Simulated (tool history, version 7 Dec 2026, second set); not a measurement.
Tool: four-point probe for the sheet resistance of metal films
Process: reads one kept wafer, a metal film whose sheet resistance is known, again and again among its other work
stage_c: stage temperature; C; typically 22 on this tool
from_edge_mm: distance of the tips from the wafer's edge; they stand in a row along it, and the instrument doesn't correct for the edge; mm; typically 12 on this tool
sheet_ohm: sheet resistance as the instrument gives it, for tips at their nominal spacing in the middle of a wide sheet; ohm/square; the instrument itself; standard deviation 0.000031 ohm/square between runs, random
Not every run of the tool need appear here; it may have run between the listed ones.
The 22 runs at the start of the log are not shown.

| run | hour | stage_c | from_edge_mm | touches since the probe head was changed | hours of work since the stage's thermometer was calibrated | sheet_ohm |
|---|---|---|---|---|---|---|
| 23 | 869.8 | 29 | 12 | 55161 | 75 | 0.153949 |
| 24 | 924.5 | 31 | 34 | 56108 | 100 | 0.153915 |
| 25 | 955.7 | 31 | 34 | 56646 | 114 | 0.153916 |
| 26 | 984.8 | 19 | 20 | 57150 | 128 | 0.153558 |
|  | 1006.6 | stage's thermometer calibrated, once more |
| 27 | 1037 | 35 | 12 | 58045 | 14 | 0.153982 |
| 28 | 1087.6 | 21 | 20 | 58920 | 37 | 0.15339 |
| 29 | 1122.5 | 21 | 29 | 59525 | 53 | 0.153369 |
| 30 | 1161.8 | 21 | 29 | 60204 | 70 | 0.153375 |
| 31 | 1190.1 | 21 | 67 | 60693 | 83 | 0.153367 |
| 32 | 1223.8 | 22 | 9 | 61278 | 98 | 0.153698 |
| 33 | 1272.2 | 28 | 12 | 62113 | 120 | 0.153799 |
| 34 | 1319.8 | 30 | 10 | 62937 | 142 | 0.153853 |
| 35 | 1366.8 | 30 | 10 | 63751 | 163 | 0.153928 |
| 36 | 1402.3 | 26 | 50 | 64366 | 179 | 0.153604 |
| 37 | 1430.2 | 22 | 24 | 64847 | 192 | 0.153442 |
| 38 | 1467.8 | 27 | 45 | 65497 | 209 | 0.153675 |
| 39 | 1522.4 | 30 | 20 | 66443 | 234 | 0.15379 |
| 40 | 1564.6 | 30 | 20 | 67173 | 253 | 0.153803 |
| 41 | 1599 | 22 | 12 | 67768 | 268 | 0.153651 |
| 42 | 1649.5 | 22 | 12 | 68642 | 291 | 0.153596 |
| 43 | 1697.6 | 25 | 33 | 69473 | 313 | 0.15363 |
| 44 | 1743.7 | 25 | 14 | 70272 | 334 | 0.153741 |
| 45 | 1775.1 | 23 | 13 | 70814 | 348 | 0.153656 |
| 46 | 1812 | 21 | 4 | 71452 | 365 | 0.154806 |

Alternative continuations, all from the tool just after run 46; predict every row:
| A | 1869 | 26 | 44 | 72439 | 391 | ? |
| B | 1869 | 22 | 11 | 72439 | 391 | ? |
| C | 1869 | 26 | 3 | 72439 | 391 | ? |

| run | sheet_ohm |
|---|---|
| A | 0.153725 |
| B | 0.153769 |
| C | 0.15595 |
With the hidden condition removed and each run's random variation left untouched, the same runs would have given:
| run | sheet_ohm |
|---|---|
| A | 0.153919 |
| B | 0.153962 |
| C | 0.156146 |

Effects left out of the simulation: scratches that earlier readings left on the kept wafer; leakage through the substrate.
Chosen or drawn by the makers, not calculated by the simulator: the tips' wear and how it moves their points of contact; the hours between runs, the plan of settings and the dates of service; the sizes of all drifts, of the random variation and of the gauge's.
